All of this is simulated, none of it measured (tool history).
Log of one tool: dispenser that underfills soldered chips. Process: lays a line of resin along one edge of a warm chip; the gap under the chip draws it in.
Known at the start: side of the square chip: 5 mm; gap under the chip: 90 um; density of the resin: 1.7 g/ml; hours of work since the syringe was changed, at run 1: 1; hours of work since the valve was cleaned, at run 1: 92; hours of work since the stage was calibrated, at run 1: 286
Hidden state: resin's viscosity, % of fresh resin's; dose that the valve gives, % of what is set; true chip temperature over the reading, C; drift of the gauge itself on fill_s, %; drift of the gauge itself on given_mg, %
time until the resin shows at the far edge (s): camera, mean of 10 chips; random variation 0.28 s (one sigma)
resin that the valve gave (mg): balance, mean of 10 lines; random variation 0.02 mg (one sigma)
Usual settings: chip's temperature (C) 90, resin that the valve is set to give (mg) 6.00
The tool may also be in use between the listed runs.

| run | hour | chip's temperature (C) | resin that the valve is set to give (mg) | hours of work since the syringe was changed | hours of work since the valve was cleaned | hours of work since the stage was calibrated | time until the resin shows at the far edge (s) | resin that the valve gave (mg) |
|---|---|---|---|---|---|---|---|---|
| 1 | 0.0 | 90 | 6.00 | 1 | 92 | 286 | 4.2 | 5.67 |
| 2 | 8.9 | 83 | 6.00 | 8 | 99 | 292 | 9.7 | 5.66 |
|  | 11.7 | new syringe of resin |
|  | 13.6 | dispensing valve cleaned and set on the balance |
| 3 | 21.1 | 83 | 6.00 | 6 | 6 | 301 | 8.6 | 6.01 |
|  | 25.9 | new syringe of resin |
| 4 | 26.9 | 83 | 6.00 | 1 | 10 | 305 | 6.3 | 5.94 |
| 5 | 37.4 | 83 | 6.00 | 9 | 18 | 313 | 9.6 | 5.97 |
|  | 39.4 | new syringe of resin |
| 6 | 48.0 | 83 | 6.41 | 7 | 26 | 321 | 8.6 | 6.35 |
|  | 52.3 | new syringe of resin |
| 7 | 53.7 | 83 | 6.41 | 1 | 30 | 325 | 6.7 | 6.34 |
|  | 65.1 | new syringe of resin |
| 8 | 65.1 | 90 | 6.84 | 0 | 39 | 334 | 4.3 | 6.70 |
| 9 | 70.8 | 90 | 6.00 | 4 | 43 | 338 | 5.8 | 5.87 |
| 10 | 77.5 | 90 | 6.00 | 10 | 48 | 343 | 7.6 | 5.85 |
|  | 78.7 | new syringe of resin |
| 11 | 82.4 | 90 | 6.00 | 3 | 52 | 347 | 5.9 | 5.82 |
| 12 | 87.5 | 95 | 6.00 | 7 | 56 | 351 | 5.4 | 5.82 |
|  | 91.9 | new syringe of resin |
| 13 | 99.0 | 95 | 6.00 | 5 | 64 | 359 | 4.8 | 5.79 |
|  | 104.9 | new syringe of resin |
| 14 | 104.9 | 90 | 7.00 | 0 | 69 | 364 | 4.0 | 6.68 |
| 15 | 113.1 | 90 | 7.00 | 6 | 75 | 370 | 6.6 | 6.71 |
|  | 118.3 | new syringe of resin |
| 16 | 122.4 | 90 | 5.71 | 3 | 82 | 377 | 5.3 | 5.44 |
| 17 | 127.6 | 90 | 5.71 | 7 | 86 | 381 | 6.8 | 5.45 |
|  | 131.2 | new syringe of resin |
| 18 | 137.4 | 90 | 6.00 | 5 | 93 | 388 | 6.1 | 5.71 |
|  | 144.4 | new syringe of resin |
| 19 | 145.1 | 76 | 5.97 | 1 | 99 | 394 | 8.3 | 5.66 |
|  | 150.6 | dispensing valve cleaned and set on the balance |
| 20 | 152.8 | 90 | 5.66 | 6 | 2 | 399 | 6.3 | 5.67 |
|  | 158.7 | new syringe of resin |
| 21 | 158.8 | 90 | 5.66 | 0 | 6 | 403 | 5.1 | 5.62 |
| 22 | 163.8 | 98 | 5.62 | 4 | 10 | 407 | 5.1 | 5.54 |
|  | 171.7 | new syringe of resin |
| 23 | 171.9 | 98 | 6.28 | 0 | 16 | 413 | 3.7 | 6.27 |
| 24 | 178.4 | 86 | 7.52 | 5 | 21 | 418 | 7.3 | 7.47 |
|  | 185.0 | new syringe of resin |
| 25 | 186.8 | 90 | 6.27 | 1 | 27 | 424 | 5.3 | 6.20 |
| 26 | 194.3 | 90 | 6.52 | 7 | 33 | 430 | 7.0 | 6.39 |
|  | 198.4 | new syringe of resin |
| 27 | 202.7 | 84 | 5.57 | 3 | 39 | 436 | 7.2 | 5.46 |
|  | 211.2 | new syringe of resin |
| 28 | 213.0 | 90 | 5.21 | 1 | 47 | 444 | 4.7 | 5.09 |
| 29 | 218.8 | 95 | 6.00 | 6 | 51 | 449 | 5.6 | 5.86 |
|  | 224.1 | new syringe of resin |
| 30 | 226.3 | 80 | 7.08 | 2 | 57 | 454 | 7.3 | 6.83 |
| 31 | 234.8 | 80 | 7.08 | 8 | 63 | 461 | 11.1 | 6.84 |
|  | 236.9 | new syringe of resin |
| 32 | 240.6 | 79 | 5.71 | 3 | 67 | 465 | 8.7 | 5.50 |
|  | 249.9 | new syringe of resin |
| 33 | 251.2 | 79 | 5.71 | 1 | 75 | 473 | 7.2 | 5.47 |
| 34 | 261.1 | 94 | 6.37 | 9 | 83 | 480 | 7.3 | 6.11 |
|  | 263.0 | new syringe of resin |
| 35 | 267.6 | 85 | 5.19 | 4 | 88 | 485 | 6.7 | 4.94 |

Hidden state or all else? Some run-to-run changes of time until the resin shows at the far edge (s), split into what the settings, what came in and random variation would give without the hidden state, and what is left for the hidden state (with any gauge scatter that isn't in both results):
Run 1 -> 2: chip's temperature (C) 90 -> 83. time until the resin shows at the far edge (s) +5.5: hidden state +3.3, all else +2.2.
Run 4 -> 5: no setting changed, nothing entered. time until the resin shows at the far edge (s) +3.3: hidden state +3.5, all else -0.2.
Run 23 -> 24: chip's temperature (C) 98 -> 86, resin that the valve is set to give (mg) 6.28 -> 7.52. time until the resin shows at the far edge (s) +3.6: hidden state +1.8, all else +1.8.
Run 30 -> 31: no setting changed, nothing entered. time until the resin shows at the far edge (s) +3.8: hidden state +3.3, all else +0.5.
